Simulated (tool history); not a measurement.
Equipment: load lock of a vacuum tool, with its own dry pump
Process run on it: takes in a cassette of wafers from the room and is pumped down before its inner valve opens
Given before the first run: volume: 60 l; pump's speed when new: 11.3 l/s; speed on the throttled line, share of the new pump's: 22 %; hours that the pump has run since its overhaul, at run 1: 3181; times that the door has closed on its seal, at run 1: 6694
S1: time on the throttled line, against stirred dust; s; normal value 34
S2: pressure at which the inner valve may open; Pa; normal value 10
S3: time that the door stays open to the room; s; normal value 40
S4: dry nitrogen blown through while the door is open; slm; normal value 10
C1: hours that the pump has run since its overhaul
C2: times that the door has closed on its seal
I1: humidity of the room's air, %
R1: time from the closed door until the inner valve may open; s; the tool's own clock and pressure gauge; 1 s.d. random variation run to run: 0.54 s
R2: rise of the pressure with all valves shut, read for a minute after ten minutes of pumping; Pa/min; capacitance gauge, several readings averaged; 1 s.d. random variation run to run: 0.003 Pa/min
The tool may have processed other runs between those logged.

run	hour	S1	S2	S3	S4	C1	C2	I1	R1	R2
1	0	34	10	40	10	3181	6694	47.9	76.4	0.03
2	174.8	34	10	40	10	3355	7241	47.7	76.9	0.03
3	339.6	34	10	40	10	3520	7756	41.6	77.4	0.032
4	598.2	34	10	40	10	3779	8565	43.4	76.6	0.037
5	728.4	34	10	40	10	3909	8972	46.1	77.3	0.032
6	975.2	34	10	43	10	4156	9745	41.5	76.9	0.036
7	1178	34	10	43	10	4359	10379	45.7	77.2	0.042
8	1288.5	34	10	43	10	4469	10725	44.8	78.3	0.041
9	1501.8	34	10	40	10	4683	11392	48.1	78.3	0.04
10	1749.3	34	10	40	10	4930	12166	45.1	78	0.048
11	1876.6	34	10	40	10	5057	12565	42	78.4	0.046
12	2002.4	34	10	31	10	5183	12958	43.8	78.9	0.046
13	2218.5	34	10	31	10	5399	13634	44.4	78.2	0.051
14	2444.9	34	10	31	10	5626	14342	46.3	78.8	0.052
15	2673.3	28	10	40	10	5854	15057	43.2	74.8	0.06
16	2879.8	19	14	70	10	6061	15703	44.1	66	0.064
17	3031.5	34	10	26	4	6212	16177	47.2	77.8	0.063
18	3286.9	56	19	32	12	6468	16977	45.6	92	0.065
19	3432.7	28	18	33	5	6613	17433	43.9	71.4	0.07
20	3651.2	44	11	114	5	6832	18116	45.6	85.6	0.085
21	3798	34	18	40	13	6979	18576	44.6	75.9	0.076
22	3987.9	34	10	77	8	7169	19170	47.2	78.2	0.084
23	4239.5	47	9	158	12	7420	19956	41.9	89.3	0.091
24	4401	47	9	158	12	7582	20462	44.3	90.1	0.085
25	4635.5	20	19	110	10	7816	21195	49.4	65	0.093
26	4827.4	20	19	52	6	8008	21796	48	65.6	0.095
27	4941.3	20	19	52	6	8122	22152	47.9	64.9	0.09
28	5140.7	20	19	52	6	8321	22776	46	64.8	0.101
29	5354.1	20	19	52	6	8535	23444	46.3	66.3	0.099
30	5609.5	20	19	52	6	8790	24242	44.6	66.1	0.107

What if the next run were any one of these 4? Each begins from the tool's condition after run 30:
A	5785.4	20	13	52	16	8966	24793	46.5	?	?
B	5785.4	20	10	40	10	8966	24793	41.4	?	?
C	5785.4	34	17	40	10	8966	24793	45.9	?	?
D	5785.4	48	10	73	5	8966	24793	45.2	?	?

run	R1	R2
A	67.8	0.097
B	69.3	0.093
C	76.1	0.096
D	90.6	0.112
Stripped of hidden state, with their random variation kept, the same runs would have yielded:
run	R1	R2
A	62.8	0.01
B	64.1	0.006
C	71.6	0.008
D	86	0.025
